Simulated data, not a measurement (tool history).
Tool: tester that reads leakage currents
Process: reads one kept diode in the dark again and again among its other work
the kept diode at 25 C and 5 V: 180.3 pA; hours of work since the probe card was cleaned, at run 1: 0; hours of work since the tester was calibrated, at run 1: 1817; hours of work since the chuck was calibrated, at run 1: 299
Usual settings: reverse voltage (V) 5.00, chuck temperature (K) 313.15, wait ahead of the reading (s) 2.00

run,hour,reverse voltage (V),chuck temperature (K),wait ahead of the reading (s),hours of work since the probe card was cleaned,hours of work since the tester was calibrated,hours of work since the chuck was calibrated,current that the tester gives (pA)
1,0.0,5.00,313.15,2.00,0,1817,299,660.52
2,128.9,10.13,313.15,2.00,100,1917,399,985.35
3,284.0,3.96,313.15,2.00,220,2037,519,569.71
4,356.3,3.96,313.15,2.00,276,2093,575,567.55
# hour 467.3: tester calibrated
5,467.3,5.00,313.15,2.00,361,0,660,650.26
6,611.4,5.00,313.15,2.00,473,112,772,646.54
7,691.2,5.00,313.15,3.09,535,174,833,641.82
8,769.7,5.00,313.15,2.00,596,235,894,643.03
# hour 786.2: probe card cleaned and baked
9,917.7,5.00,313.15,2.00,102,347,1007,640.05
10,1011.4,5.00,313.15,2.00,175,420,1080,638.35
11,1105.9,2.58,329.15,0.45,248,493,1153,1549.01
12,1194.1,4.93,315.15,1.49,316,561,1221,739.20
13,1350.1,4.93,315.15,1.49,437,683,1342,739.45
# hour 1423.9: probe card cleaned and baked, once more
14,1508.7,4.93,315.15,1.49,66,803,1463,723.68
15,1603.1,4.93,315.15,8.35,139,876,1536,722.18
16,1701.7,1.77,311.15,1.07,216,953,1613,283.08
17,1772.7,1.80,300.15,1.12,271,1008,1668,107.13
18,1878.7,19.09,313.15,2.00,353,1090,1750,1318.54
19,2006.5,1.44,313.15,0.68,452,1189,1849,294.33

Hidden state or all else? Some run-to-run changes of current that the tester gives (pA), split into what the settings, what came in and random variation would give without the hidden state, and what is left for the hidden state (with any gauge scatter that isn't in both results):
The hidden state here: stray current of the dirty probe card, pA a volt; current scale over the true one, %; true chuck temperature over the reading, C; drift of the gauge itself on leakage_pa, %.
Run 17 -> 18: reverse voltage (V) 1.80 -> 19.09, chuck temperature (K) 300.15 -> 313.15, wait ahead of the reading (s) 1.12 -> 2.00. current that the tester gives (pA) +1211.41: hidden state -140.53, all else +1351.94.

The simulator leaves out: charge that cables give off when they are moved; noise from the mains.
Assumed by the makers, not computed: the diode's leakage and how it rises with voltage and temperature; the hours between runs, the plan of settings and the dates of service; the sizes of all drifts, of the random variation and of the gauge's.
